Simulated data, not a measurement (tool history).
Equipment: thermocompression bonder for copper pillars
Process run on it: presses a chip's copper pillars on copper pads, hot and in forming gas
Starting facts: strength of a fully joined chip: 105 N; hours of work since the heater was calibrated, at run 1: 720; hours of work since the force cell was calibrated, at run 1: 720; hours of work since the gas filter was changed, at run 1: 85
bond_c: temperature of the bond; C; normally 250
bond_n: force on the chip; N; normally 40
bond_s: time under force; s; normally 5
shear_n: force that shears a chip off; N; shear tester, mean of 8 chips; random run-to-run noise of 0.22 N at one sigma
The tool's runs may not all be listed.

run,hour,bond_c,bond_n,bond_s,hours of work since the heater was calibrated,hours of work since the force cell was calibrated,hours of work since the gas filter was changed,shear_n
1,0,250,40,5,720,720,85,55.5
2,39.5,250,40,5,745,745,111,55.9
3,64.9,268,40,5,762,762,127,64.8
# hour 75.7: forming gas filter changed
4,85.1,268,40,5,774,774,6,64.7
5,104.4,268,40,5,787,787,18,64.5
6,149.4,250,40,5,816,816,47,55.7
7,175.6,250,40,5,833,833,64,55.5
8,198.9,250,40,5,848,848,79,55.3
9,226.8,250,40,5,865,865,97,55.3
# hour 238.7: heater calibrated with a thermocouple chip
10,261.8,250,40,5,15,887,118,55.4
11,282,250,40,5,28,900,131,55.3
# hour 284.9: forming gas filter changed
12,326.6,250,40,5,56,928,27,55.1
13,363.9,250,40,5,80,952,51,55.3
14,400.8,250,40,5,104,976,74,54.9
15,421.4,250,40,5,117,989,88,55.5
16,464.4,250,40,5,145,1017,115,54.8
# hour 495.6: forming gas filter changed
17,497.7,250,40,5,166,1038,1,55.5
18,532.5,250,40,5,188,1060,24,55
19,578.1,250,40,5,218,1089,53,55.3
20,601.1,250,40,5,232,1104,68,54.8
21,646.1,257,32,5,261,1133,97,48.6
22,680,257,32,5,283,1155,119,48.5
# hour 703.9: forming gas filter changed
23,715.6,252,54,11,306,1177,8,84.1
24,745.9,269,47,7,325,1197,27,78.1
25,766.8,257,47,7,338,1210,40,72.4
26,805,257,47,7,363,1235,65,72.7

What does the tool deliver on the next run?
27,827.3,250,30,13,377,1249,79,?

shear_n: 59.2 N
If the tool had no hidden condition, the same run with the same run-to-run variation would have returned shear_n 60.3 N.
